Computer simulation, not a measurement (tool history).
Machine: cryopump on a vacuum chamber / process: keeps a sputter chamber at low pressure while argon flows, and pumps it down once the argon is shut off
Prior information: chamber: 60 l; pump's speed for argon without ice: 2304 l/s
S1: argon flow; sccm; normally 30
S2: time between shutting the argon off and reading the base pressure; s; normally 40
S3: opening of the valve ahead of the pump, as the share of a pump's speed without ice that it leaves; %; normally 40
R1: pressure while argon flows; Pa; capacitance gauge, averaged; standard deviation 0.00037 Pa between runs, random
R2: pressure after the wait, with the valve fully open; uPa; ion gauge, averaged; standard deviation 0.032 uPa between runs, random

run     day  S1   S2  S3      R1    R2
  1       0  30   40  40  0.0582  2.15
  2   1.246  30   40  40  0.0596  2.25
  3   3.217  30   40  40   0.059  2.19
  4   4.354  30   40  40  0.0602  2.27
  5     5.8  30   40  40    0.06  2.31
      6.496  -- pump warmed up, emptied and cooled again
  6   8.267  30   40  40  0.0549  2.25
  7     9.4  30   40  40  0.0562  2.21
  8  11.075  30   40  40  0.0563  2.24
  9  13.654  30   40  40  0.0568  2.34
 10  16.188  30  215  40  0.0561  1.11
 11  18.875  30  215  40  0.0568  1.17
 12  21.112  30  215  40  0.0581   1.2
 13  23.358  30   40  40  0.0585  2.52
 14  24.546  30   46  40  0.0583  2.32
 15  27.221  30   40  28  0.0819  2.54
 16  29.354  59   40  51  0.0937  2.62
 17  31.975  30  127  40  0.0603  1.67
 18  33.517  57   71  27  0.1646  2.13
 19  35.667  30   43  55  0.0451   2.7
 20    36.9  20   43  55  0.0307  2.81
     38.512  -- pump warmed up, emptied and cooled again
 21  38.512  20   86  37  0.0404   1.8
 22  39.804  28   86  45  0.0467  1.86
 23  41.125  29   86  45   0.048  1.92
 24  43.296  29   86  45  0.0484  1.92
 25  45.308  29   86  45  0.0493  1.94
 26  46.662  54   86  45  0.0917  1.98
 27  47.975  20   45  32   0.047  2.74
 28  50.004  20   45  32  0.0476   2.8

Here are 5 independent what-if runs from the current tool condition. What would each one return?
     52.408  -- leaking fittings of the chamber tightened, without venting
  A  52.579  30  30  28   ?   ?
     52.408  -- leaking fittings of the chamber tightened, without venting
  B  52.579  26  40  31   ?   ?
     52.408  -- leaking fittings of the chamber tightened, without venting
  C  52.579  13  45  58   ?   ?
     52.408  -- leaking fittings of the chamber tightened, without venting
  D  52.579  19  95  40   ?   ?
     52.408  -- leaking fittings of the chamber tightened, without venting
  E  52.579  35  40  46   ?   ?

run      R1    R2
  A  0.0813  2.28
  B  0.0635  1.73
  C  0.0172  1.52
  D  0.0356  0.75
  E  0.0593  1.74
Had the tool no hidden state, the same runs would have come out as:
run      R1    R2
  A  0.0787  2.26
  B  0.0612  1.71
  C  0.0161  1.49
  D  0.0339  0.73
  E  0.0562  1.72

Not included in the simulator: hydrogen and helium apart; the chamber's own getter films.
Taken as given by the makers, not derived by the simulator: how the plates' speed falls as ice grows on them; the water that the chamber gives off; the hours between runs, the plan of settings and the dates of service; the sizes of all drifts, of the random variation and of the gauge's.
